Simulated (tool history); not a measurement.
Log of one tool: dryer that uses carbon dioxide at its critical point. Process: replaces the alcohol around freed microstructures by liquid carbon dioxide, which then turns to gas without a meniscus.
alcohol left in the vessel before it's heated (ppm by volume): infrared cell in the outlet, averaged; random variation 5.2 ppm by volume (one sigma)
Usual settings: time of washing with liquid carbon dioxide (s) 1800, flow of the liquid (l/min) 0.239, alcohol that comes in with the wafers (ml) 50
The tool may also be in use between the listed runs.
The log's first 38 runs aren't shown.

run	day	time of washing with liquid carbon dioxide (s)	flow of the liquid (l/min)	alcohol that comes in with the wafers (ml)	alcohol left in the vessel before it's heated (ppm by volume)
39	75.296	1920	0.242	61	142
40	76.817	1800	0.273	46	112
41	78.775	1800	0.239	50	195
42	81.05	1440	0.267	21	178
# day 83.55: inlet filter changed
43	83.758	1800	0.282	69	111
44	85.721	1800	0.282	69	133
45	87.088	1860	0.371	69	97
46	88.796	1560	0.239	30	237

4 ways to go on from here, each from the tool as it stands after run 46. What would each give?
A	90.012	1560	0.357	30	?
B	90.012	2820	0.313	23	?
C	90.012	1560	0.264	23	?
D	90.012	1980	0.239	25	?

run	alcohol left in the vessel before it's heated (ppm by volume)
A	110
B	98
C	157
D	131
Without the tool's hidden state the same runs would have given:
run	alcohol left in the vessel before it's heated (ppm by volume)
A	13
B	7
C	50
D	30
